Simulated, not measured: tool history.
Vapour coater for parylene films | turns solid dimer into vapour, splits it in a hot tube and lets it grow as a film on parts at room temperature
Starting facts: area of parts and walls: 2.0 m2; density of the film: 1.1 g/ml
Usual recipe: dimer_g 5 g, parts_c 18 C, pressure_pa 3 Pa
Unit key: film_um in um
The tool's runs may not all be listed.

run,hour,dimer_g,parts_c,pressure_pa,film_um
1,0,5,18,3,1.14
2,46.7,5,18,3,1.07
3,82,5,13,3,1.33
4,115.1,5,13,3,1.29
5,148.4,5,13,3,1.31
6,167.3,5,18,3,1.04
7,189.1,5,18,3,1.06
8,232.3,5,18,3,1.04
9,255,5,18,3,1.05
10,297.6,5,18,3,0.99
11,323.2,5,18,3,1.05
12,353.6,5,18,3,1.04
13,392.3,5,18,3,1.03
14,431.2,5,18,3,1.02
15,456.5,5,18,3,1.03
16,483.2,5,18,2.49,1.02
# hour 499: trap's valve overhauled
17,517.2,5,18,2.49,1.13
18,546.8,5,18,2.49,1.13
19,572.3,5,18,2.49,1.14
# hour 575.2: table's thermometer calibrated
20,611.3,6,18,3,1.26
21,657.7,5,18,3,1.07
22,701.4,5,18,6.57,0.94
23,742.8,5,18,6.57,0.96
24,779,2,15,3.02,0.49
25,812.8,4,27,2.47,0.59
# hour 836.7: table's thermometer calibrated, once more
26,858.5,8,11,2.91,2.31
27,903.7,6,26,3,0.92
28,936.2,2,18,3,0.4
29,964.3,2,18,3,0.4
30,999.1,8,19,8.91,1.41
31,1033.3,8,23,4.65,1.29
# hour 1052.9: trap's valve overhauled
32,1067.3,5,18,2.34,1.18
33,1087.9,5,18,2.34,1.12
34,1109.4,5,27,2.28,0.8
35,1154.3,5,27,2.28,0.82
36,1188.1,3,27,7.55,0.38
37,1214,3,27,7.55,0.4
38,1241.6,3,17,3,0.69
39,1275.6,9,19,6.65,1.76
40,1310.5,9,19,6.65,1.75
41,1346.6,9,20,6.65,1.67
42,1383.4,5,17,2.43,1.12
43,1408.1,4,20,4.1,0.74
44,1434,4,20,4.1,0.73
45,1478.1,4,25,3.09,0.63
46,1517.7,6,25,3.09,0.96

How would selected steps in film_um from run to run divide? Give the signed amount a tool lacking its hidden state would still show from settings, what came in and random variation, and the signed amount left for the hidden state, including any gauge scatter that is not in both of the compared results.
The hidden state here: vapour lost through the trap's worn valve, %; true temperature of the parts over the reading, C; drift of the gauge itself on film_um, %.
Run 16 -> 17: trap's valve overhauled. film_um +0.11 um: hidden state +0.1, all else +0.01.
Run 25 -> 26: dimer_g 4 -> 8, parts_c 27 -> 11, pressure_pa 2.47 -> 2.91, table's thermometer calibrated, once more. film_um +1.72 um: hidden state -0.08, all else +1.8.
Run 26 -> 27: dimer_g 8 -> 6, parts_c 11 -> 26, pressure_pa 2.91 -> 3. film_um -1.39 um: hidden state +0.08, all else -1.47.
Run 29 -> 30: dimer_g 2 -> 8, parts_c 18 -> 19, pressure_pa 3 -> 8.91. film_um +1.01 um: hidden state -0.09, all else +1.1.
Run 31 -> 32: dimer_g 8 -> 5, parts_c 23 -> 18, pressure_pa 4.65 -> 2.34, trap's valve overhauled. film_um -0.11 um: hidden state +0.13, all else -0.24.
Run 38 -> 39: dimer_g 3 -> 9, parts_c 17 -> 19, pressure_pa 3 -> 6.65. film_um +1.07 um: hidden state -0.06, all else +1.13.
